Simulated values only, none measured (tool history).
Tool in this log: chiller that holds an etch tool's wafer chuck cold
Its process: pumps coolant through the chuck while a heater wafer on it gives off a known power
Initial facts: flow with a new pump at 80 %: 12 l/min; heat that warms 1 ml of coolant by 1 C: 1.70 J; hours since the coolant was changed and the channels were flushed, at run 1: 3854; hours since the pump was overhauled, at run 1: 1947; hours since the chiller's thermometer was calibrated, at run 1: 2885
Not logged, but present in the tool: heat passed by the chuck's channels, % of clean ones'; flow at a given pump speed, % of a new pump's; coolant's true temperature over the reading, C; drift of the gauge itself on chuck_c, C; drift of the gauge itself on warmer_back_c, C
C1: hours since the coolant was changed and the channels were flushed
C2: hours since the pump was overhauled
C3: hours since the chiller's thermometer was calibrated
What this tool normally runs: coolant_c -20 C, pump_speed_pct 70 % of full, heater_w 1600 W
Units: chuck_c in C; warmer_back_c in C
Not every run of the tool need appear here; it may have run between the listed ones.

{"run": 1, "day": 0.0, "coolant_c": -20, "pump_speed_pct": 70, "heater_w": 1600, "C1": 3854, "C2": 1947, "C3": 2885, "chuck_c": -1.9, "warmer_back_c": 5.45}
{"run": 2, "day": 2.7, "coolant_c": -19, "pump_speed_pct": 70, "heater_w": 1600, "C1": 3919, "C2": 2012, "C3": 2950, "chuck_c": -0.8, "warmer_back_c": 5.43}
{"run": 3, "day": 7.533, "coolant_c": -19, "pump_speed_pct": 70, "heater_w": 1600, "C1": 4035, "C2": 2128, "C3": 3066, "chuck_c": -0.7, "warmer_back_c": 5.52}
{"run": 4, "day": 10.788, "coolant_c": -19, "pump_speed_pct": 70, "heater_w": 1600, "C1": 4113, "C2": 2206, "C3": 3144, "chuck_c": -0.8, "warmer_back_c": 5.5}
{"run": 5, "day": 13.625, "coolant_c": -20, "pump_speed_pct": 70, "heater_w": 1038, "C1": 4181, "C2": 2274, "C3": 3212, "chuck_c": -8.2, "warmer_back_c": 3.62}
{"run": 6, "day": 19.188, "coolant_c": -20, "pump_speed_pct": 70, "heater_w": 1600, "C1": 4315, "C2": 2407, "C3": 3346, "chuck_c": -1.7, "warmer_back_c": 5.5}
{"run": 7, "day": 21.671, "coolant_c": -20, "pump_speed_pct": 70, "heater_w": 1600, "C1": 4374, "C2": 2467, "C3": 3405, "chuck_c": -1.5, "warmer_back_c": 5.54}
{"day": 24.588, "done": "chiller's thermometer calibrated"}
{"run": 8, "day": 25.054, "coolant_c": -20, "pump_speed_pct": 70, "heater_w": 1976, "C1": 4454, "C2": 2547, "C3": 11, "chuck_c": 2.8, "warmer_back_c": 6.77}
{"run": 9, "day": 29.25, "coolant_c": -20, "pump_speed_pct": 70, "heater_w": 1976, "C1": 4555, "C2": 2648, "C3": 112, "chuck_c": 2.8, "warmer_back_c": 6.82}
{"run": 10, "day": 32.579, "coolant_c": -29, "pump_speed_pct": 70, "heater_w": 1600, "C1": 4635, "C2": 2728, "C3": 192, "chuck_c": -10.5, "warmer_back_c": 5.55}
{"run": 11, "day": 35.475, "coolant_c": -29, "pump_speed_pct": 70, "heater_w": 1600, "C1": 4705, "C2": 2797, "C3": 261, "chuck_c": -10.4, "warmer_back_c": 5.52}
{"day": 36.642, "done": "coolant changed, channels flushed"}
{"run": 12, "day": 39.05, "coolant_c": -29, "pump_speed_pct": 70, "heater_w": 1600, "C1": 58, "C2": 2877, "C3": 341, "chuck_c": -12.4, "warmer_back_c": 5.56}
{"day": 39.529, "done": "chiller's thermometer calibrated, once more"}
{"run": 13, "day": 44.779, "coolant_c": -20, "pump_speed_pct": 70, "heater_w": 1600, "C1": 194, "C2": 3014, "C3": 126, "chuck_c": -3.2, "warmer_back_c": 5.52}
{"run": 14, "day": 49.075, "coolant_c": -20, "pump_speed_pct": 70, "heater_w": 1600, "C1": 297, "C2": 3117, "C3": 229, "chuck_c": -3.0, "warmer_back_c": 5.51}
{"run": 15, "day": 52.088, "coolant_c": -28, "pump_speed_pct": 70, "heater_w": 1600, "C1": 370, "C2": 3189, "C3": 301, "chuck_c": -10.9, "warmer_back_c": 5.51}
{"run": 16, "day": 55.921, "coolant_c": -22, "pump_speed_pct": 79, "heater_w": 1815, "C1": 462, "C2": 3281, "C3": 393, "chuck_c": -4.6, "warmer_back_c": 5.56}
{"run": 17, "day": 58.704, "coolant_c": -22, "pump_speed_pct": 79, "heater_w": 1815, "C1": 528, "C2": 3348, "C3": 460, "chuck_c": -4.6, "warmer_back_c": 5.59}
{"run": 18, "day": 61.208, "coolant_c": -18, "pump_speed_pct": 70, "heater_w": 1600, "C1": 589, "C2": 3408, "C3": 520, "chuck_c": -0.9, "warmer_back_c": 5.49}
{"run": 19, "day": 64.7, "coolant_c": -18, "pump_speed_pct": 96, "heater_w": 990, "C1": 672, "C2": 3492, "C3": 604, "chuck_c": -9.8, "warmer_back_c": 2.51}
{"run": 20, "day": 69.608, "coolant_c": -15, "pump_speed_pct": 76, "heater_w": 1772, "C1": 790, "C2": 3609, "C3": 722, "chuck_c": 2.7, "warmer_back_c": 5.65}
{"run": 21, "day": 75.233, "coolant_c": -15, "pump_speed_pct": 76, "heater_w": 1772, "C1": 925, "C2": 3744, "C3": 857, "chuck_c": 3.0, "warmer_back_c": 5.67}
{"run": 22, "day": 80.658, "coolant_c": -28, "pump_speed_pct": 79, "heater_w": 1772, "C1": 1055, "C2": 3875, "C3": 987, "chuck_c": -10.6, "warmer_back_c": 5.42}
{"run": 23, "day": 84.9, "coolant_c": -28, "pump_speed_pct": 70, "heater_w": 1156, "C1": 1157, "C2": 3976, "C3": 1089, "chuck_c": -15.5, "warmer_back_c": 4.04}
{"run": 24, "day": 88.775, "coolant_c": -20, "pump_speed_pct": 70, "heater_w": 1676, "C1": 1250, "C2": 4069, "C3": 1182, "chuck_c": -1.8, "warmer_back_c": 5.83}
{"run": 25, "day": 93.738, "coolant_c": -20, "pump_speed_pct": 70, "heater_w": 1676, "C1": 1369, "C2": 4189, "C3": 1301, "chuck_c": -1.7, "warmer_back_c": 5.91}
{"run": 26, "day": 96.762, "coolant_c": -20, "pump_speed_pct": 70, "heater_w": 1676, "C1": 1442, "C2": 4261, "C3": 1374, "chuck_c": -1.6, "warmer_back_c": 5.87}
{"run": 27, "day": 100.146, "coolant_c": -20, "pump_speed_pct": 70, "heater_w": 1676, "C1": 1523, "C2": 4342, "C3": 1455, "chuck_c": -1.6, "warmer_back_c": 5.83}
{"run": 28, "day": 103.475, "coolant_c": -20, "pump_speed_pct": 70, "heater_w": 1067, "C1": 1603, "C2": 4422, "C3": 1535, "chuck_c": -8.3, "warmer_back_c": 3.74}
{"run": 29, "day": 107.242, "coolant_c": -20, "pump_speed_pct": 70, "heater_w": 1067, "C1": 1693, "C2": 4513, "C3": 1625, "chuck_c": -8.3, "warmer_back_c": 3.66}

Consider 4 possible next runs. They are alternatives, not a sequence: every one starts from the tool as it was left by run 29. What does each give?
{"run": "A", "day": 110.217, "coolant_c": -11, "pump_speed_pct": 74, "heater_w": 1067, "C1": 1765, "C2": 4584, "C3": 1697, "chuck_c": "?", "warmer_back_c": "?"}
{"run": "B", "day": 110.217, "coolant_c": -20, "pump_speed_pct": 70, "heater_w": 830, "C1": 1765, "C2": 4584, "C3": 1697, "chuck_c": "?", "warmer_back_c": "?"}
{"run": "C", "day": 110.217, "coolant_c": -19, "pump_speed_pct": 68, "heater_w": 2047, "C1": 1765, "C2": 4584, "C3": 1697, "chuck_c": "?", "warmer_back_c": "?"}
{"run": "D", "day": 110.217, "coolant_c": -28, "pump_speed_pct": 87, "heater_w": 1970, "C1": 1765, "C2": 4584, "C3": 1697, "chuck_c": "?", "warmer_back_c": "?"}

run=A chuck_c=0.4 warmer_back_c=3.49
run=B chuck_c=-10.9 warmer_back_c=2.87
run=C chuck_c=4.4 warmer_back_c=7.37
run=D chuck_c=-9.9 warmer_back_c=5.48
The same runs, with their run-to-run variation unchanged, on a tool lacking any hidden condition would have given:
run=A chuck_c=-0.5 warmer_back_c=3.34
run=B chuck_c=-11.6 warmer_back_c=2.75
run=C chuck_c=2.5 warmer_back_c=7.06
run=D chuck_c=-11.3 warmer_back_c=5.24

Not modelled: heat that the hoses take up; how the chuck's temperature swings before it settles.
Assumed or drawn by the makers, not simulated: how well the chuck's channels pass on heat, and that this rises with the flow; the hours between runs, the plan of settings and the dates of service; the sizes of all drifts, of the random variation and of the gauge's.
